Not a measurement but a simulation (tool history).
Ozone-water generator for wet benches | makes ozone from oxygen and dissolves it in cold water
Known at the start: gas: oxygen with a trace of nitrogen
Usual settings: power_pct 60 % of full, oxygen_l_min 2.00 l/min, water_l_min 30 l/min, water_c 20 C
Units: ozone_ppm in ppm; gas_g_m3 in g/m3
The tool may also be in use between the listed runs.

run,hour,power_pct,oxygen_l_min,water_l_min,water_c,ozone_ppm,gas_g_m3
1,0.0,60,2.00,30,20,9.7,213.1
2,34.5,60,2.00,30,20,9.7,213.0
3,67.9,60,2.00,30,20,9.8,213.7
4,99.0,60,2.00,30,20,9.7,212.4
5,118.8,60,2.00,30,20,9.6,213.9
6,150.5,60,2.00,30,15,9.8,213.7
7,175.4,60,2.00,30,15,10.1,211.6
8,202.0,60,2.00,30,15,10.1,212.2
9,222.4,60,2.00,43,20,6.3,210.6
10,251.9,60,2.00,43,20,6.3,213.0
11,271.2,60,2.00,43,20,6.2,213.1
12,291.4,60,2.52,30,20,10.2,185.6
13,320.1,60,2.00,30,20,9.5,212.5
14,357.9,60,2.00,30,20,9.6,210.6
15,389.9,60,2.00,30,20,9.6,211.0
16,408.8,60,2.00,30,20,9.8,210.1
17,425.1,50,1.36,30,24,7.6,234.1
18,460.8,60,1.61,30,20,9.0,238.6
19,477.0,60,1.61,30,20,9.2,237.6
20,504.1,41,1.34,30,23,6.7,213.1
21,521.2,60,3.22,18,23,16.2,161.4
22,557.1,60,3.22,18,23,16.3,160.6
23,581.2,60,3.22,18,23,15.9,162.0
24,612.3,41,1.27,30,20,6.6,219.5
25,647.9,41,1.27,38,20,5.1,217.8
# hour 658.7: contactor cleaned
26,676.4,68,2.99,38,20,9.0,183.5
27,705.9,68,1.59,35,20,8.1,260.0
28,735.0,68,1.59,35,17,8.4,257.2
29,753.1,68,1.59,35,23,8.3,255.0
30,785.5,68,1.59,35,23,8.2,256.1
31,818.3,43,2.26,18,21,13.3,161.4
32,840.9,43,2.26,18,21,13.3,160.5

3 ways to go on from here, each from the tool as it stands after run 32. What would each give?
A,858.0,73,2.16,18,21,?,?
B,858.0,60,2.00,30,15,?,?
C,858.0,56,1.48,21,21,?,?

run,ozone_ppm,gas_g_m3
A,18.0,224.0
B,10.2,208.5
C,12.2,238.2
Without the tool's hidden state the same runs would have given:
run,ozone_ppm,gas_g_m3
A,18.6,231.0
B,10.5,214.3
C,12.6,244.5
